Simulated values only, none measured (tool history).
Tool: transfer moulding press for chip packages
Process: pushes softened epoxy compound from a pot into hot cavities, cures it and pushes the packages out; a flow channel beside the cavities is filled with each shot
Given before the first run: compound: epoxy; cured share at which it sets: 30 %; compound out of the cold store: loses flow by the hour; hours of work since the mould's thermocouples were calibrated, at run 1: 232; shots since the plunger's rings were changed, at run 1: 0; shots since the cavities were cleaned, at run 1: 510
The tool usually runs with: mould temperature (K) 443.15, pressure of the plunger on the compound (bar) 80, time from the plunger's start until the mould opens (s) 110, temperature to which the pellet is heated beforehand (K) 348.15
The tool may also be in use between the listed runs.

run   hour  mould temperature (K)  pressure of the plunger on the compound (bar)  time from the plunger's start until the mould opens (s)  temperature to which the pellet is heated beforehand (K)  hours of work since the mould's thermocouples were calibrated  shots since the plunger's rings were changed  shots since the cavities were cleaned  incoming compound's hours out of the cold store  length that the compound runs in the flow channel (mm)  greatest force on the pins that push the packages out (N)
  1      0                 443.15                                             80                                                      110                                                    348.15                                                            232                                             0                                    510                                              9.2                                                     647                                                        444
  2   15.8                 443.15                                             80                                                      110                                                    348.15                                                            240                                           152                                    662                                             26.8                                                     617                                                        456
  3   30.6                 443.15                                             80                                                      110                                                    348.15                                                            249                                           294                                    804                                              9.4                                                     639                                                        511
        36  -- cavities cleaned with cleaning compound and waxed
  4   47.7                 443.15                                             80                                                      110                                                    348.15                                                            257                                           444                                    112                                             38.9                                                     594                                                        304
  5   64.5                 443.15                                             80                                                      110                                                    348.15                                                            267                                           606                                    274                                             43.2                                                     580                                                        352
  6   77.7                 443.15                                             80                                                      110                                                    348.15                                                            274                                           732                                    400                                               27                                                     604                                                        415
  7   98.3                 443.15                                             80                                                      110                                                    349.15                                                            285                                           930                                    598                                             27.4                                                     608                                                        449
  8  118.4                 443.15                                             80                                                      110                                                    349.15                                                            296                                          1123                                    791                                             44.6                                                     586                                                        474
       125  -- cavities cleaned with cleaning compound and waxed
  9  139.3                 450.15                                             80                                                      110                                                    349.15                                                            307                                          1309                                    137                                             28.4                                                     588                                                        236
 10  155.8                 443.15                                             80                                                      110                                                    348.15                                                            316                                          1467                                    295                                             11.5                                                     633                                                        381
 11  173.3                 443.15                                             80                                                      110                                                    348.15                                                            326                                          1636                                    464                                             21.2                                                     606                                                        423
 12  187.6                 443.15                                             80                                                      110                                                    348.15                                                            334                                          1773                                    601                                                8                                                     630                                                        465
     213.8  -- cavities cleaned with cleaning compound and waxed
 13    214                 443.15                                             80                                                      110                                                    348.15                                                            347                                          2012                                      1                                               21                                                     607                                                        255
 14  232.8                 443.15                                             80                                                      110                                                    348.15                                                            358                                          2192                                    181                                             27.6                                                     589                                                        337
 15  248.2                 448.15                                           61.1                                                      110                                                    348.15                                                            366                                          2341                                    330                                               44                                                     494                                                        282
 16  271.2                 448.15                                           61.1                                                      110                                                    348.15                                                            379                                          2561                                    550                                             47.4                                                     481                                                        332
 17  282.4                 444.15                                           61.1                                                      110                                                    348.15                                                            385                                          2669                                    658                                             27.7                                                     507                                                        418
     286.2  -- mould's thermocouples calibrated
       304  -- cavities cleaned with cleaning compound and waxed
 18  309.1                 444.15                                           61.1                                                      110                                                    348.15                                                             12                                          2891                                     48                                             10.6                                                     541                                                        251
 19  323.9                 444.15                                           86.5                                                      110                                                    338.15                                                             20                                          3034                                    191                                               37                                                     597                                                        298
     338.8  -- mould's thermocouples calibrated, once more
 20  341.7                 444.15                                           86.5                                                      110                                                    338.15                                                              2                                          3185                                    342                                             12.8                                                     630                                                        399
 21  362.9                 443.15                                             80                                                      110                                                    346.15                                                             13                                          3389                                    546                                             37.8                                                     573                                                        446
 22  377.6                 448.15                                           73.6                                                      124                                                    345.15                                                             21                                          3530                                    687                                             41.6                                                     528                                                        313
     389.1  -- plunger's sealing rings changed
 23  391.1                 448.15                                           73.6                                                      124                                                    345.15                                                             27                                            19                                    793                                             36.3                                                     561                                                        326
     397.1  -- cavities cleaned with cleaning compound and waxed
 24  409.6                 448.15                                           90.5                                                      101                                                    345.15                                                             37                                           183                                    121                                               39                                                     628                                                        289
 25  431.8                 438.15                                             80                                                       96                                                    348.15                                                             49                                           395                                    333                                             16.3                                                     644                                                        796
 26  447.1                 438.15                                             80                                                       96                                                    348.15                                                             58                                           543                                    481                                             34.7                                                     618                                                        872
 27    459                 438.15                                           62.1                                                       96                                                    348.15                                                             64                                           657                                    595                                             41.4                                                     530                                                        883
 28    474                 438.15                                           62.1                                                       96                                                    348.15                                                             72                                           801                                    739                                             10.7                                                     572                                                       1024

Hidden condition of the tool, last listed run before each entry between runs versus first listed run after:
Between runs 3 and 4: cavities cleaned with cleaning compound and waxed (hour 36)
  true mould temperature over the reading, C: 0.49 -> 0.5; pressure that reaches the compound, % of what is set: 99.13 -> 98.7; grip of the stained cavities, % over clean ones': 91.5 -> 21.7
  difference, measured minus the result without the unlogged condition, length that the compound runs in the flow channel (mm): -4 -> -6; greatest force on the pins that push the packages out (N): +230 -> +45
Between runs 8 and 9: cavities cleaned with cleaning compound and waxed (hour 125)
  true mould temperature over the reading, C: 0.56 -> 0.58; pressure that reaches the compound, % of what is set: 96.81 -> 96.28; grip of the stained cavities, % over clean ones': 92.3 -> 25.8
  difference, measured minus the result without the unlogged condition, length that the compound runs in the flow channel (mm): -11 -> -12; greatest force on the pins that push the packages out (N): +217 -> +45
Between runs 12 and 13: cavities cleaned with cleaning compound and waxed (hour 213.8)
  true mould temperature over the reading, C: 0.62 -> 0.65; pressure that reaches the compound, % of what is set: 94.97 -> 94.3; grip of the stained cavities, % over clean ones': 79.9 -> 2.1
  difference, measured minus the result without the unlogged condition, length that the compound runs in the flow channel (mm): -19 -> -20; greatest force on the pins that push the packages out (N): +194 -> -7
Between runs 17 and 18: mould's thermocouples calibrated (hour 286.2); cavities cleaned with cleaning compound and waxed (hour 304)
  true mould temperature over the reading, C: 0.71 -> 1.04; pressure that reaches the compound, % of what is set: 92.34 -> 91.68; grip of the stained cavities, % over clean ones': 84.1 -> 10.3
  difference, measured minus the result without the unlogged condition, length that the compound runs in the flow channel (mm): -23 -> -27; greatest force on the pins that push the packages out (N): +180 -> +7
Between runs 19 and 20: mould's thermocouples calibrated, once more (hour 338.8)
  true mould temperature over the reading, C: 1.05 -> -0.08; pressure that reaches the compound, % of what is set: 91.28 -> 90.86; grip of the stained cavities, % over clean ones': 35.5 -> 55.9
  difference, measured minus the result without the unlogged condition, length that the compound runs in the flow channel (mm): -31 -> -31; greatest force on the pins that push the packages out (N): +64 -> +144
Between runs 22 and 23: plunger's sealing rings changed (hour 389.1)
  true mould temperature over the reading, C: -0.05 -> -0.04; pressure that reaches the compound, % of what is set: 89.84 -> 99.48; grip of the stained cavities, % over clean ones': 87.3 -> 93.6
  difference, measured minus the result without the unlogged condition, length that the compound runs in the flow channel (mm): -29 -> -1; greatest force on the pins that push the packages out (N): +147 -> +159
Between runs 23 and 24: cavities cleaned with cleaning compound and waxed (hour 397.1)
  true mould temperature over the reading, C: -0.04 -> -0.02; pressure that reaches the compound, % of what is set: 99.48 -> 99.03; grip of the stained cavities, % over clean ones': 93.6 -> 26
  difference, measured minus the result without the unlogged condition, length that the compound runs in the flow channel (mm): -1 -> -3; greatest force on the pins that push the packages out (N): +159 -> +60
